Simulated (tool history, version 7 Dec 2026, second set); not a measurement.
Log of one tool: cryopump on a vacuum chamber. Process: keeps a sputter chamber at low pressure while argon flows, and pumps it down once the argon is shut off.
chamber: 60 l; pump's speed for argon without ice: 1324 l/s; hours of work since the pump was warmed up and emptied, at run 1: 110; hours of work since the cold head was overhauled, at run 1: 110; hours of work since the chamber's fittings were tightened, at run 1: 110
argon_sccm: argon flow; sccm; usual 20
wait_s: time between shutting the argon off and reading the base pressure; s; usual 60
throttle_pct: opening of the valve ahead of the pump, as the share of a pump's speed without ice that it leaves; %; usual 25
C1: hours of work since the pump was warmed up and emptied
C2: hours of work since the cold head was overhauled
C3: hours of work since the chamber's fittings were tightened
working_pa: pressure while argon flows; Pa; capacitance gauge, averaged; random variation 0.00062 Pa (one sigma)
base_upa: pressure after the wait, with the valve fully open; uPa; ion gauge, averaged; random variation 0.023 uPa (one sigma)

{"run": 1, "day": 0.0, "argon_sccm": 20, "wait_s": 60, "throttle_pct": 25, "C1": 110, "C2": 110, "C3": 110, "working_pa": 0.1023, "base_upa": 0.82}
{"run": 2, "day": 2.054, "argon_sccm": 13, "wait_s": 60, "throttle_pct": 25, "C1": 137, "C2": 137, "C3": 137, "working_pa": 0.0679, "base_upa": 0.82}
{"run": 3, "day": 3.879, "argon_sccm": 32, "wait_s": 60, "throttle_pct": 25, "C1": 161, "C2": 161, "C3": 161, "working_pa": 0.1672, "base_upa": 0.85}
{"run": 4, "day": 5.512, "argon_sccm": 32, "wait_s": 60, "throttle_pct": 25, "C1": 183, "C2": 183, "C3": 183, "working_pa": 0.1669, "base_upa": 0.85}
{"run": 5, "day": 7.592, "argon_sccm": 32, "wait_s": 60, "throttle_pct": 25, "C1": 210, "C2": 210, "C3": 210, "working_pa": 0.1687, "base_upa": 0.88}
{"run": 6, "day": 10.021, "argon_sccm": 32, "wait_s": 53, "throttle_pct": 25, "C1": 242, "C2": 242, "C3": 242, "working_pa": 0.1674, "base_upa": 0.98}
{"run": 7, "day": 12.229, "argon_sccm": 15, "wait_s": 53, "throttle_pct": 25, "C1": 271, "C2": 271, "C3": 271, "working_pa": 0.0801, "base_upa": 0.99}
{"run": 8, "day": 14.8, "argon_sccm": 20, "wait_s": 60, "throttle_pct": 25, "C1": 305, "C2": 305, "C3": 305, "working_pa": 0.107, "base_upa": 0.94}
{"run": 9, "day": 16.196, "argon_sccm": 20, "wait_s": 60, "throttle_pct": 25, "C1": 323, "C2": 323, "C3": 323, "working_pa": 0.1082, "base_upa": 0.94}
{"run": 10, "day": 18.567, "argon_sccm": 12, "wait_s": 60, "throttle_pct": 25, "C1": 354, "C2": 354, "C3": 354, "working_pa": 0.0648, "base_upa": 1}
{"run": 11, "day": 20.358, "argon_sccm": 12, "wait_s": 60, "throttle_pct": 25, "C1": 378, "C2": 378, "C3": 378, "working_pa": 0.064, "base_upa": 1.02}
{"run": 12, "day": 22.4, "argon_sccm": 12, "wait_s": 60, "throttle_pct": 25, "C1": 404, "C2": 404, "C3": 404, "working_pa": 0.0645, "base_upa": 1}
{"run": 13, "day": 23.688, "argon_sccm": 12, "wait_s": 60, "throttle_pct": 25, "C1": 421, "C2": 421, "C3": 421, "working_pa": 0.0639, "base_upa": 1.06}
{"run": 14, "day": 25.467, "argon_sccm": 12, "wait_s": 64, "throttle_pct": 25, "C1": 445, "C2": 445, "C3": 445, "working_pa": 0.0652, "base_upa": 1.01}
{"run": 15, "day": 26.746, "argon_sccm": 25, "wait_s": 262, "throttle_pct": 58, "C1": 461, "C2": 461, "C3": 461, "working_pa": 0.063, "base_upa": 0.78}
{"run": 16, "day": 28.646, "argon_sccm": 25, "wait_s": 262, "throttle_pct": 58, "C1": 486, "C2": 486, "C3": 486, "working_pa": 0.063, "base_upa": 0.78}
{"run": 17, "day": 30.442, "argon_sccm": 24, "wait_s": 262, "throttle_pct": 54, "C1": 510, "C2": 510, "C3": 510, "working_pa": 0.0639, "base_upa": 0.79}
{"run": 18, "day": 31.958, "argon_sccm": 24, "wait_s": 262, "throttle_pct": 54, "C1": 530, "C2": 530, "C3": 530, "working_pa": 0.0653, "base_upa": 0.89}
{"run": 19, "day": 33.396, "argon_sccm": 20, "wait_s": 265, "throttle_pct": 20, "C1": 549, "C2": 549, "C3": 549, "working_pa": 0.1355, "base_upa": 0.84}
{"run": 20, "day": 36.158, "argon_sccm": 20, "wait_s": 265, "throttle_pct": 20, "C1": 585, "C2": 585, "C3": 585, "working_pa": 0.1346, "base_upa": 0.9}
{"run": 21, "day": 38.196, "argon_sccm": 29, "wait_s": 107, "throttle_pct": 42, "C1": 612, "C2": 612, "C3": 612, "working_pa": 0.1008, "base_upa": 1.07}
{"run": 22, "day": 39.412, "argon_sccm": 29, "wait_s": 107, "throttle_pct": 42, "C1": 628, "C2": 628, "C3": 628, "working_pa": 0.1019, "base_upa": 1.06}

4 ways to go on from here, each from the tool as it stands after run 22. What would each give?
{"day": 39.85, "done": "pump warmed up, emptied and cooled again"}
{"run": "A", "day": 42.104, "argon_sccm": 18, "wait_s": 60, "throttle_pct": 48, "C1": 30, "C2": 660, "C3": 660, "working_pa": "?", "base_upa": "?"}
{"day": 39.85, "done": "pump warmed up, emptied and cooled again"}
{"run": "B", "day": 42.104, "argon_sccm": 26, "wait_s": 140, "throttle_pct": 42, "C1": 30, "C2": 660, "C3": 660, "working_pa": "?", "base_upa": "?"}
{"day": 39.85, "done": "pump warmed up, emptied and cooled again"}
{"run": "C", "day": 42.104, "argon_sccm": 12, "wait_s": 104, "throttle_pct": 24, "C1": 30, "C2": 660, "C3": 660, "working_pa": "?", "base_upa": "?"}
{"day": 39.85, "done": "pump warmed up, emptied and cooled again"}
{"run": "D", "day": 42.104, "argon_sccm": 15, "wait_s": 107, "throttle_pct": 32, "C1": 30, "C2": 660, "C3": 660, "working_pa": "?", "base_upa": "?"}

run=A working_pa=0.0481 base_upa=1.17
run=B working_pa=0.08 base_upa=0.87
run=C working_pa=0.0644 base_upa=0.95
run=D working_pa=0.0606 base_upa=0.96
Without the tool's hidden state the same runs would have given:
run=A working_pa=0.0471 base_upa=0.73
run=B working_pa=0.0786 base_upa=0.43
run=C working_pa=0.0637 base_upa=0.52
run=D working_pa=0.0598 base_upa=0.52

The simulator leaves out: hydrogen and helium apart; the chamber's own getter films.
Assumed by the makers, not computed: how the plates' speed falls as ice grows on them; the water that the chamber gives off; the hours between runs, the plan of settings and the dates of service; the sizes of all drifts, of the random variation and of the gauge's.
